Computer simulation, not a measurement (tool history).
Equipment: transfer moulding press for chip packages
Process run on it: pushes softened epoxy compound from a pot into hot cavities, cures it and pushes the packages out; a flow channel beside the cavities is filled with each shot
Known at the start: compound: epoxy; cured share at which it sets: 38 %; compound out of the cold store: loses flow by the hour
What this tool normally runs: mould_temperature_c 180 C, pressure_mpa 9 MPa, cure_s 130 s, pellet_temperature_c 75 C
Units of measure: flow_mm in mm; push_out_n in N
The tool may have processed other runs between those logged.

| run | hour | mould_temperature_c | pressure_mpa | cure_s | pellet_temperature_c | incoming compound's hours out of the cold store | flow_mm | push_out_n |
|---|---|---|---|---|---|---|---|---|
| 1 | 0 | 180 | 9 | 130 | 75 | 32.2 | 491 | 603 |
| 2 | 44.6 | 180 | 9 | 130 | 75 | 35.1 | 472 | 670 |
|  | 93.2 | plunger's sealing rings changed |
|  | 111.2 | cavities cleaned with cleaning compound and waxed |
| 3 | 111.2 | 180 | 9 | 130 | 75 | 37 | 512 | 471 |
| 4 | 187.7 | 180 | 9 | 130 | 75 | 27.2 | 527 | 634 |
|  | 255.6 | cavities cleaned with cleaning compound and waxed |
| 5 | 268.5 | 180 | 9 | 130 | 75 | 47.7 | 487 | 511 |
| 6 | 316.9 | 180 | 9 | 130 | 75 | 46.6 | 484 | 634 |
| 7 | 390.4 | 180 | 9 | 130 | 80 | 45.2 | 483 | 704 |
|  | 397.2 | cavities cleaned with cleaning compound and waxed |
| 8 | 459.5 | 180 | 9 | 130 | 80 | 10.2 | 519 | 629 |
| 9 | 533 | 180 | 9 | 130 | 80 | 22.7 | 496 | 701 |
|  | 538.7 | cavities cleaned with cleaning compound and waxed |
| 10 | 607.6 | 180 | 9 | 130 | 80 | 41.3 | 474 | 639 |
| 11 | 658.5 | 180 | 9 | 130 | 80 | 22.8 | 497 | 687 |
|  | 666.8 | plunger's sealing rings changed |
|  | 686.8 | cavities cleaned with cleaning compound and waxed |
| 12 | 741.2 | 180 | 9 | 130 | 80 | 19.4 | 533 | 597 |
| 13 | 808.7 | 180 | 9 | 130 | 75 | 32.8 | 495 | 688 |
|  | 828.6 | cavities cleaned with cleaning compound and waxed |
| 14 | 868.2 | 180 | 9 | 130 | 71 | 36.2 | 503 | 587 |
| 15 | 937.5 | 180 | 9 | 130 | 71 | 45.5 | 481 | 639 |
|  | 972.5 | cavities cleaned with cleaning compound and waxed |
| 16 | 1018 | 180 | 9 | 130 | 71 | 10.2 | 527 | 598 |
| 17 | 1084.9 | 180 | 9 | 130 | 80 | 25.4 | 496 | 682 |
|  | 1116.8 | cavities cleaned with cleaning compound and waxed |
| 18 | 1166 | 175 | 7.62 | 150 | 82 | 45.4 | 451 | 589 |
|  | 1237 | plunger's sealing rings changed |
| 19 | 1242.5 | 180 | 7.82 | 130 | 67 | 36.5 | 474 | 659 |
|  | 1248.4 | mould's thermocouples calibrated |
|  | 1263.6 | cavities cleaned with cleaning compound and waxed |
| 20 | 1279.9 | 176 | 9 | 146 | 75 | 31.6 | 515 | 506 |
| 21 | 1331.4 | 176 | 9 | 146 | 75 | 16.9 | 531 | 645 |
| 22 | 1371.7 | 179 | 7.77 | 121 | 74 | 17.1 | 494 | 794 |
|  | 1378.6 | mould's thermocouples calibrated, once more |
|  | 1407.4 | cavities cleaned with cleaning compound and waxed |
| 23 | 1416 | 174 | 7.77 | 136 | 70 | 13.2 | 501 | 709 |
| 24 | 1496.6 | 174 | 7.77 | 136 | 70 | 47.4 | 461 | 871 |
| 25 | 1536 | 174 | 7.77 | 143 | 70 | 37.7 | 476 | 869 |
|  | 1548.7 | cavities cleaned with cleaning compound and waxed |
| 26 | 1592.4 | 174 | 7.77 | 143 | 70 | 9.2 | 510 | 771 |
| 27 | 1643.5 | 182 | 9 | 118 | 75 | 14.1 | 506 | 716 |

Here are 3 independent what-if runs from the current tool condition. What would each one return?
|  | 1691.8 | cavities cleaned with cleaning compound and waxed |
| A | 1706.1 | 182 | 9.46 | 118 | 75 | 28.4 | ? | ? |
|  | 1691.8 | cavities cleaned with cleaning compound and waxed |
| B | 1706.1 | 175 | 7.72 | 113 | 75 | 33 | ? | ? |
|  | 1691.8 | cavities cleaned with cleaning compound and waxed |
| C | 1706.1 | 180 | 7.69 | 118 | 75 | 19.1 | ? | ? |

| run | flow_mm | push_out_n |
|---|---|---|
| A | 497 | 548 |
| B | 463 | 932 |
| C | 468 | 623 |
Had the tool no hidden state, the same runs would have come out as:
| run | flow_mm | push_out_n |
|---|---|---|
| A | 527 | 489 |
| B | 491 | 836 |
| C | 496 | 558 |
